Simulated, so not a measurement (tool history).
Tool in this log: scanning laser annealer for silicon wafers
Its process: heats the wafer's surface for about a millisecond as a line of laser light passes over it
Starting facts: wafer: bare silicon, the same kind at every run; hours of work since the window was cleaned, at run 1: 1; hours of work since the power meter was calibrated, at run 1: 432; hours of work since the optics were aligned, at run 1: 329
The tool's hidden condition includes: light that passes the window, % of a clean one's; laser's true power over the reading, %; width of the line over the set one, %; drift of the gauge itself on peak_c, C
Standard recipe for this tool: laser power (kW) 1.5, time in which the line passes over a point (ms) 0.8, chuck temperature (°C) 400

| run | hour | laser power (kW) | time in which the line passes over a point (ms) | chuck temperature (°C) | hours of work since the window was cleaned | hours of work since the power meter was calibrated | hours of work since the optics were aligned | highest temperature of the surface (°C) |
|---|---|---|---|---|---|---|---|---|
| 1 | 0 | 1.5 | 0.8 | 400 | 1 | 432 | 329 | 1184 |
| 2 | 43.8 | 1.395 | 0.8 | 400 | 20 | 450 | 347 | 1124 |
| 3 | 92.1 | 1.5 | 0.8 | 400 | 40 | 470 | 367 | 1181 |
| 4 | 165.3 | 1.474 | 0.8 | 400 | 71 | 501 | 398 | 1163 |
| 5 | 202.1 | 1.5 | 0.8 | 400 | 86 | 517 | 414 | 1180 |
|  | 211.6 | optics aligned, line set to its width |
| 6 | 248.4 | 1.5 | 0.8 | 400 | 104 | 534 | 15 | 1170 |
| 7 | 297.8 | 1.5 | 0.8 | 400 | 125 | 555 | 36 | 1171 |
| 8 | 359.4 | 1.5 | 0.8 | 400 | 151 | 581 | 62 | 1169 |
| 9 | 442.2 | 1.5 | 0.8 | 400 | 185 | 616 | 97 | 1165 |
| 10 | 518.1 | 1.561 | 0.8 | 411 | 217 | 648 | 129 | 1210 |
|  | 529.9 | optics aligned, line set to its width, once more |
| 11 | 576.1 | 1.561 | 0.8 | 411 | 240 | 670 | 19 | 1216 |
| 12 | 632.3 | 1.561 | 0.8 | 411 | 263 | 694 | 43 | 1218 |
| 13 | 684.9 | 1.474 | 0.643 | 360 | 286 | 716 | 65 | 1040 |
| 14 | 737.6 | 1.474 | 0.643 | 360 | 308 | 738 | 87 | 1039 |
| 15 | 810.4 | 1.395 | 0.8 | 361 | 338 | 769 | 118 | 1068 |
| 16 | 851.1 | 1.395 | 0.8 | 361 | 355 | 786 | 135 | 1066 |
| 17 | 886.4 | 1.361 | 0.561 | 400 | 370 | 801 | 150 | 976 |
| 18 | 938.4 | 1.361 | 0.561 | 400 | 392 | 823 | 172 | 975 |

Below are 4 alternative next runs, each starting from the tool's condition after run 18. Predict each:
| A | 993.3 | 1.356 | 0.734 | 382 | 415 | 846 | 195 | ? |
| B | 993.3 | 1.637 | 0.561 | 400 | 415 | 846 | 195 | ? |
| C | 993.3 | 1.59 | 0.961 | 402 | 415 | 846 | 195 | ? |
| D | 993.3 | 1.341 | 0.8 | 400 | 415 | 846 | 195 | ? |

| run | highest temperature of the surface (°C) |
|---|---|
| A | 1037 |
| B | 1103 |
| C | 1289 |
| D | 1072 |
Stripped of hidden state, with their random variation kept, the same runs would have yielded:
| run | highest temperature of the surface (°C) |
|---|---|
| A | 1062 |
| B | 1131 |
| C | 1323 |
| D | 1098 |

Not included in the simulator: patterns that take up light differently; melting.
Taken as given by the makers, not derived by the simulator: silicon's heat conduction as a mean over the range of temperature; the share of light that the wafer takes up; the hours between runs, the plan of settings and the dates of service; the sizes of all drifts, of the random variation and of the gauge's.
